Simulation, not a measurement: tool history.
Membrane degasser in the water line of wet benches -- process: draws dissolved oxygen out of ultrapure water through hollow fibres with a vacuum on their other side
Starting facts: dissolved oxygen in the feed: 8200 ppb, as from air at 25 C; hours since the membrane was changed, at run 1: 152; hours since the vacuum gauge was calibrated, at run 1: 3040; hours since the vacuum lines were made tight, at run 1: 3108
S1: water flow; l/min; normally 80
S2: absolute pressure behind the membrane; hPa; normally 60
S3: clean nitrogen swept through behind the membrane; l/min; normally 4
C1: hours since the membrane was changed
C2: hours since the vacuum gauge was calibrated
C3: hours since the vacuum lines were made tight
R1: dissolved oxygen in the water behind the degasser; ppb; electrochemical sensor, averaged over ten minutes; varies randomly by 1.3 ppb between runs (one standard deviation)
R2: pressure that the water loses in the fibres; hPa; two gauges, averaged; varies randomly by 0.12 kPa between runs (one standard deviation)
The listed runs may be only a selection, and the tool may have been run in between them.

run	hour	S1	S2	S3	C1	C2	C3	R1	R2
1	0	80	60	4	152	3040	3108	134.9	264.6
2	74.2	76	60	4	226	3115	3182	127.3	249
3	167.5	80	60	4	319	3208	3275	134.3	266.2
4	263.2	80	60	4	415	3304	3371	133.9	265
5	400.8	57	60	4	552	3441	3509	99.1	186.5
6	560.5	80	102.9	4	712	3601	3669	318.9	265.4
7	688	80	102.9	4	840	3728	3796	317.8	262.4
# hour 752.1: seals of the vacuum lines changed
8	788.9	80	60	4	938	3827	37	136.5	266.9
9	867	80	60	4	1017	3905	115	138.6	265.7
# hour 972.3: vacuum gauge calibrated
10	994.3	119	60	4	1143	22	242	179.8	393
11	1147.8	119	60	4	1297	176	395	179.3	395.9
12	1266.5	80	60	4	1416	294	514	124.7	267.2
13	1353.8	80	60	4	1503	382	601	128.4	265.8
14	1434.6	80	60	4	1584	462	682	129.8	266.8
15	1578.2	80	60	4	1727	606	826	128.1	266.1
16	1707.7	80	60	4	1857	735	955	130.8	266.2
17	1795.1	86	36.3	4	1944	823	1043	27	286.5
18	1927.1	95	60	4.23	2076	955	1174	143.9	317.6
19	2012.1	118	60	4	2161	1040	1259	183.4	392.4
20	2155.7	119	107.7	4.06	2305	1183	1403	462.4	396.9
21	2321.3	119	107.7	4.06	2470	1349	1569	451.9	400.1
22	2392.2	84	48.7	11.75	2541	1420	1640	33.3	279.7
23	2493.3	84	48.7	11.75	2642	1521	1741	34	281.7
24	2618.3	91	59.6	11.15	2767	1646	1866	59.7	305.3
25	2743	94	42.4	3.97	2892	1771	1990	64.5	312
26	2858.6	94	42.4	3.97	3008	1886	2106	65.3	314.5
27	2980.1	61	63.8	3.78	3129	2008	2228	121.3	203.6
28	3096.2	120	49.2	4.43	3245	2124	2344	115.8	401.7
29	3245.6	120	49.2	4.43	3395	2273	2493	114.8	402.5
30	3378.2	55	46.9	4.43	3527	2406	2626	50.9	186.2
31	3479.2	65	46.9	2.54	3628	2507	2727	93.5	215.7

For each entry between runs, how does the tool's hidden state at the last listed run before it compare with that at the first listed run after it?
From run 7 to run 8: seals of the vacuum lines changed (hour 752.1)
  membrane still open, %: 99.6 -> 99.5; true pressure behind the membrane over the reading, kPa: 0.25 -> 0.26; air that leaks in behind the membrane, l/min: 0.0191 -> 0.0026
  measured minus no-state result, R1: +11.6 -> +11.4 ppb; R2: +1 -> +1.2 hPa
From run 9 to run 10: vacuum gauge calibrated (hour 972.3)
  membrane still open, %: 99.5 -> 99.4; true pressure behind the membrane over the reading, kPa: 0.27 -> 0.01; air that leaks in behind the membrane, l/min: 0.0029 -> 0.0035
  measured minus no-state result, R1: +11.9 -> +1.1 ppb; R2: +1.3 -> +2.2 hPa
